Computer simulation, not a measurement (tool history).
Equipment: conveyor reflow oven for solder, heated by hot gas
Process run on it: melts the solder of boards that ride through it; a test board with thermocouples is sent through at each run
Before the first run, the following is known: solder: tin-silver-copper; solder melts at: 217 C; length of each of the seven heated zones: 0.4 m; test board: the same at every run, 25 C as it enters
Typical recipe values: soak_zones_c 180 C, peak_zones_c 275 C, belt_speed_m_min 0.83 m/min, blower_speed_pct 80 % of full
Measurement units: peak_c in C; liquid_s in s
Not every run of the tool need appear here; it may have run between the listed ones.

run,day,soak_zones_c,peak_zones_c,belt_speed_m_min,blower_speed_pct,peak_c,liquid_s
1,0,180,275,0.83,80,263.3,50.9
2,0.817,180,275,0.83,80,263.1,51.01
3,1.225,180,275,0.83,80,263.4,50.88
4,1.829,180,275,0.83,80,262.9,50.89
5,2.754,180,275,0.83,80,263.1,50.9
6,3.35,180,275,0.83,80,262.8,50.88
7,4.025,180,275,0.83,80,263,50.89
8,4.796,180,275,0.83,80,262.9,50.73
9,5.321,166,275,0.83,80,261.1,46.59
10,6.025,166,275,0.83,80,260.9,46.59
11,6.904,180,275,0.83,78,262.5,50.6
12,7.562,180,275,0.83,78,262.7,50.68
13,8.033,180,275,0.83,78,262.2,50.61
14,9.017,180,275,0.83,78,262.5,50.57
15,9.538,180,275,0.83,68,260.8,49.91
16,10.192,180,286,0.863,76,270.8,51.41
17,10.662,180,286,0.863,76,270.9,51.42
# day 10.879: belt drive overhauled, speed set with a stopwatch
18,11.621,175,276,0.943,50,252.2,38.09
19,12.108,174,271,0.776,73,258.8,51.58
20,12.775,174,271,0.776,73,258.6,51.43
21,13.692,174,271,0.776,73,258.9,51.4
22,14.208,174,271,0.776,73,258.8,51.48
23,14.683,170,271,0.776,73,258.4,50.12
24,15.654,180,274,0.724,78,264.4,59.7
# day 15.912: thermocouples of zones 6 and 7 changed
25,16.146,180,274,0.72,81,265.6,60.5
# day 16.742: belt drive overhauled, speed set with a stopwatch, once more
26,17.233,191,267,0.721,81,259.8,60.84
27,18.204,191,267,0.721,81,259.5,60.89
28,18.967,172,275,0.795,80,262.4,50.39
29,19.558,186,281,0.83,51,263.8,51.78
30,20.129,180,267,0.882,59,250,40.85

Below are 5 alternative next runs, each starting from the tool's condition after run 30. Predict each:
A,20.908,180,281,0.83,80,?,?
B,20.908,180,265,0.83,55,?,?
C,20.908,180,286,0.692,59,?,?
D,20.908,180,284,0.882,59,?,?
E,20.908,180,275,0.83,80,?,?

run,peak_c,liquid_s
A,267.7,51.88
B,249.5,43.28
C,274.2,65.23
D,264.6,47.44
E,262.2,49.98
Without the tool's hidden state the same runs would have given:
run,peak_c,liquid_s
A,269.2,52.35
B,250.7,44.18
C,275.4,65.47
D,266.1,48.02
E,263.7,50.57

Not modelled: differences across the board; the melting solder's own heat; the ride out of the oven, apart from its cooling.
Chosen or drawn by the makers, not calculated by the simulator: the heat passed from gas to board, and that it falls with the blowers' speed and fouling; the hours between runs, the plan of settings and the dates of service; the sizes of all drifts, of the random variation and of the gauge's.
